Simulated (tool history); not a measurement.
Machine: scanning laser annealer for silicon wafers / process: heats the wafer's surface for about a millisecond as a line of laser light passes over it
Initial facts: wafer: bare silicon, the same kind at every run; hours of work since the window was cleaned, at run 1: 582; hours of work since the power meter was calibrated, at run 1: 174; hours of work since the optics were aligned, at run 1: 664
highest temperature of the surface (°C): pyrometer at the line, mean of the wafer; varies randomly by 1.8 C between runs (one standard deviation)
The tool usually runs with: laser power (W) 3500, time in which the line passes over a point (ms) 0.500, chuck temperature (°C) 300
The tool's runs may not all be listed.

run	hour	laser power (W)	time in which the line passes over a point (ms)	chuck temperature (°C)	hours of work since the window was cleaned	hours of work since the power meter was calibrated	hours of work since the optics were aligned	highest temperature of the surface (°C)
1	0.0	3500	0.500	300	582	174	664	991
2	12.9	3500	0.500	300	590	182	671	991
3	19.8	3189	0.500	300	594	186	675	925
4	25.2	3189	0.500	322	597	189	678	944
5	30.5	3669	0.500	300	600	192	681	1028
# hour 34.1: laser's power meter calibrated
6	39.0	3669	0.531	300	603	3	685	1053
7	48.2	3669	0.531	284	608	8	690	1033
8	57.7	3372	0.531	284	614	14	695	969
9	64.5	3494	0.531	260	618	18	699	973
# hour 75.3: laser's power meter calibrated, once more
10	76.4	3494	0.531	260	623	1	705	973
11	87.9	3359	0.590	300	630	7	711	1027

Measured result minus the same run's result without the hidden state. Both carry the same run-to-run variation, though not necessarily the same gauge scatter:
The hidden state here: light that passes the window, % of a clean one's; laser's true power over the reading, %; width of the line over the set one, %; drift of the gauge itself on peak_c, C.
run	highest temperature of the surface (°C)
1	-26
2	-26
3	-23
4	-24
5	-28
6	-30
7	-30
8	-27
9	-29
10	-24
11	-25
